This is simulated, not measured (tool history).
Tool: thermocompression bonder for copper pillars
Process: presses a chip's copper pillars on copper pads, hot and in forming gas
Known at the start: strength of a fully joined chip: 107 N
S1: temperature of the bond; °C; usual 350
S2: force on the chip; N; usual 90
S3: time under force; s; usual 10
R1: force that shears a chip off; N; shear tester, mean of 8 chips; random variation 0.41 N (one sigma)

run	hour	S1	S2	S3	R1
1	0	350	90	10	42.8
2	51.6	350	90	10	42.1
# hour 100.4: forming gas filter changed
3	133.5	350	90	10	42.6
4	209.1	350	90	10	41.6
5	261.5	350	90	10	41.7
6	332.6	321	90	10	27.5
# hour 396: heater calibrated with a thermocouple chip
# hour 396.5: forming gas filter changed
7	433.3	350	90	27	65.2
8	520	350	90	27	64.2
9	618.3	350	90	27	63.5
10	663.5	350	90	27	62.8
# hour 687.7: forming gas filter changed
11	716.8	350	90	27	63.3
12	804.7	373	90	27	76
13	869.5	373	90	27	75.5
14	913.9	373	90	27	75.2
# hour 978.3: forming gas filter changed
15	1002.5	373	90	27	76.9
16	1068.6	373	90	27	76.3
17	1122.2	373	90	27	74.6
18	1188.1	373	90	9	53.8
19	1251.2	373	90	9	52
# hour 1267.3: forming gas filter changed
20	1317.4	350	90	10	42.6
21	1361	331	90	19	42
22	1415.9	331	90	19	42
23	1503.9	331	90	19	41.4
# hour 1560.2: forming gas filter changed
24	1581	331	90	19	42
25	1626.3	350	100	5	33.8
26	1708.3	350	100	5	34
27	1766.7	338	59	20	29
28	1823.8	361	90	9	42.9
# hour 1856.4: forming gas filter changed
29	1864	350	57	21	34.6
30	1910.1	334	90	6	25.4
31	1989.5	378	90	17	64.4
# hour 1998.5: heater calibrated with a thermocouple chip
32	2047.5	350	83	30	60.7
33	2096.8	350	83	30	60.6
# hour 2120: force cell calibrated
34	2142.7	350	83	30	62.8
# hour 2149.9: forming gas filter changed
35	2229.5	350	114	30	78.1
36	2303.6	365	74	11	47.1
37	2384	329	75	11	29.5
# hour 2439.1: forming gas filter changed
38	2466.5	375	69	10	47.3
39	2534.7	375	69	10	46.5
40	2606.4	350	102	7	43.7

Some steps in R1 between neighbouring runs. How much of each would the tool show without its hidden state too (settings, what came in, random variation), and how much is left for the hidden state, with any gauge scatter that isn't in both results?
The hidden state here: true temperature of the bond over the reading, C; force that reaches the chip, % of what is set; oxide that the forming gas leaves, % of the face; drift of the gauge itself on shear_n, %.
Run 6 -> 7: S1 321 -> 350, S3 10 -> 27, heater calibrated with a thermocouple chip, forming gas filter changed. R1 +37.7 N: hidden state +4.4, all else +33.3.
Run 30 -> 31: S1 334 -> 378, S3 6 -> 17. R1 +39 N: hidden state -3.7, all else +42.7.
Run 31 -> 32: S1 378 -> 350, S2 90 -> 83, S3 17 -> 30, heater calibrated with a thermocouple chip. R1 -3.7 N: hidden state +6, all else -9.7.
Run 35 -> 36: S1 350 -> 365, S2 114 -> 74, S3 30 -> 11. R1 -31 N: hidden state -0.4, all else -30.6.

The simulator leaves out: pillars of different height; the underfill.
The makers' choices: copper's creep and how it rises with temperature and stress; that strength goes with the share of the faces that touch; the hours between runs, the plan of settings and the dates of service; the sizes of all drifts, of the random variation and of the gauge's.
